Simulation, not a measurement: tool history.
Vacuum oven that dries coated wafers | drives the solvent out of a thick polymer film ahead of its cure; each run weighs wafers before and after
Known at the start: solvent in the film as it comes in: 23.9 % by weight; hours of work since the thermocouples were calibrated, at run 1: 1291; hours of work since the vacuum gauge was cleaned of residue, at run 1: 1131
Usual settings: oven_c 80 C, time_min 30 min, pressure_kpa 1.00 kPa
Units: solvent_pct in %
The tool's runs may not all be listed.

run	day	oven_c	time_min	pressure_kpa	hours of work since the thermocouples were calibrated	hours of work since the vacuum gauge was cleaned of residue	solvent_pct
1	0.000	80	30	1.00	1291	1131	3.16
2	1.283	82	30	1.00	1307	1147	2.57
3	3.062	82	30	1.00	1330	1170	2.57
4	5.450	82	43	1.00	1360	1200	2.00
5	7.012	82	43	1.00	1380	1220	1.94
6	8.429	82	43	1.00	1398	1238	2.00
7	10.600	80	30	1.00	1425	1265	3.21
8	12.033	80	30	1.00	1444	1283	3.13
9	14.150	80	30	1.00	1470	1310	3.02
10	15.238	80	30	1.00	1484	1324	3.15
11	17.088	80	30	1.00	1508	1347	3.12
12	18.704	80	30	1.00	1528	1368	3.07
13	20.742	80	30	1.00	1554	1394	3.17
# day 21.112: oven's thermocouples calibrated
14	22.200	80	30	1.00	14	1411	3.88
15	23.550	80	30	1.00	31	1428	3.75
16	25.888	80	30	0.65	61	1458	3.34
17	27.938	80	33	1.00	86	1484	3.47
18	30.262	80	33	1.00	116	1513	3.60
19	31.808	80	33	1.00	136	1533	3.62
20	33.817	80	30	1.00	161	1558	3.89
21	34.796	80	34	1.00	173	1571	3.46
22	36.292	76	38	3.18	192	1590	7.87
23	38.604	76	38	3.18	222	1619	7.93
24	40.021	76	38	3.18	240	1637	7.96
25	41.471	67	30	1.00	258	1655	10.79
26	42.829	66	20	2.59	275	1672	15.69
27	45.146	71	38	3.64	305	1702	11.84
28	47.529	80	44	2.47	335	1732	4.89
29	48.517	76	31	1.00	347	1744	5.47
30	49.688	76	31	1.00	362	1759	5.46
31	50.808	80	18	0.68	376	1773	5.93
32	52.442	87	19	0.68	397	1794	2.71
33	53.808	75	44	0.68	414	1811	3.92
34	55.146	76	47	0.68	431	1828	3.36
35	57.558	76	47	0.61	462	1859	3.29
36	59.058	76	47	0.61	481	1878	3.37
37	60.042	72	32	0.67	493	1890	6.94
38	61.592	79	30	1.00	513	1910	4.19
39	63.258	69	26	1.41	534	1931	11.08
40	65.488	88	25	1.41	562	1960	2.64
41	66.942	88	25	1.41	581	1978	2.62
42	69.112	85	32	1.00	608	2005	2.45

4 ways to go on from here, each from the tool as it stands after run 42. What would each give?
A	71.312	82	53	0.84	636	2033	?
B	71.312	67	30	1.86	636	2033	?
C	71.312	68	30	2.49	636	2033	?
D	71.312	80	40	1.53	636	2033	?

run	solvent_pct
A	2.30
B	12.24
C	12.53
D	3.81
Without the tool's hidden state the same runs would have given:
run	solvent_pct
A	1.20
B	11.14
C	11.44
D	2.75
